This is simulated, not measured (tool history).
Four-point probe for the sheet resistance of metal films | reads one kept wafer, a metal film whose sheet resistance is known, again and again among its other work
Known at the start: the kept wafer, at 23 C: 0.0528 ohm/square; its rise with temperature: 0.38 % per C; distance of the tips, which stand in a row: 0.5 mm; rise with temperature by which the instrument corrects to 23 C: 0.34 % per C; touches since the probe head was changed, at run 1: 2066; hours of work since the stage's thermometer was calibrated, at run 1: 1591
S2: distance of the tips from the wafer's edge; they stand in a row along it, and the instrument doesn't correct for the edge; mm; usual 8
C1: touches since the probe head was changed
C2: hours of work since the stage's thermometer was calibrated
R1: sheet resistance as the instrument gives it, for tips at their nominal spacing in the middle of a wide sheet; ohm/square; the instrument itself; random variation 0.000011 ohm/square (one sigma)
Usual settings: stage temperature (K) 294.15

Run 1, hour 0: usual settings; C1 2066; C2 1591. Result: R1 0.052556 ohm/square.
Run 2, hour 8.3: usual settings; C1 2326; C2 1597. Result: R1 0.052567 ohm/square.
Run 3, hour 25.8: usual settings but stage temperature (K) 296.15; C1 2880; C2 1609. Result: R1 0.052593 ohm/square.
At hour 39.9: stage's thermometer calibrated.
Run 4, hour 40.8: usual settings but stage temperature (K) 293.15; C1 3336; C2 1. Result: R1 0.052537 ohm/square.
Run 5, hour 52.3: usual settings but S2 13 mm; C1 3701; C2 9. Result: R1 0.052459 ohm/square.
Run 6, hour 68.8: usual settings but S2 13 mm; C1 4219; C2 21. Result: R1 0.052475 ohm/square.
At hour 87.2: stage's thermometer calibrated, once more.
Run 7, hour 87.2: usual settings but S2 13 mm; C1 4786; C2 0. Result: R1 0.05262 ohm/square.
Run 8, hour 99.2: usual settings but S2 13 mm; C1 5164; C2 9. Result: R1 0.052619 ohm/square.
Run 9, hour 116.8: usual settings but stage temperature (K) 296.15, S2 13 mm; C1 5720; C2 21. Result: R1 0.052653 ohm/square.
Run 10, hour 133.7: usual settings but stage temperature (K) 305.15, S2 20 mm; C1 6252; C2 34. Result: R1 0.052847 ohm/square.
Run 11, hour 149: usual settings but stage temperature (K) 304.15, S2 31 mm; C1 6734; C2 45. Result: R1 0.052796 ohm/square.

4 ways to go on from here, each from the tool as it stands after run 11. What would each give?
Run A, hour 168.5: usual settings but stage temperature (K) 293.15; C1 7350; C2 59. Result: R1 ?.
Run B, hour 168.5: usual settings but stage temperature (K) 304.15, S2 18 mm; C1 7350; C2 59. Result: R1 ?.
Run C, hour 168.5: usual settings but stage temperature (K) 299.15, S2 5 mm; C1 7350; C2 59. Result: R1 ?.
Run D, hour 168.5: usual settings but stage temperature (K) 301.15, S2 13 mm; C1 7350; C2 59. Result: R1 ?.

run        R1
  A   0.05265
  B  0.052812
  C  0.052972
  D  0.052785
Without the tool's hidden state the same runs would have given:
run        R1
  A  0.052835
  B  0.052999
  C  0.053159
  D  0.052972
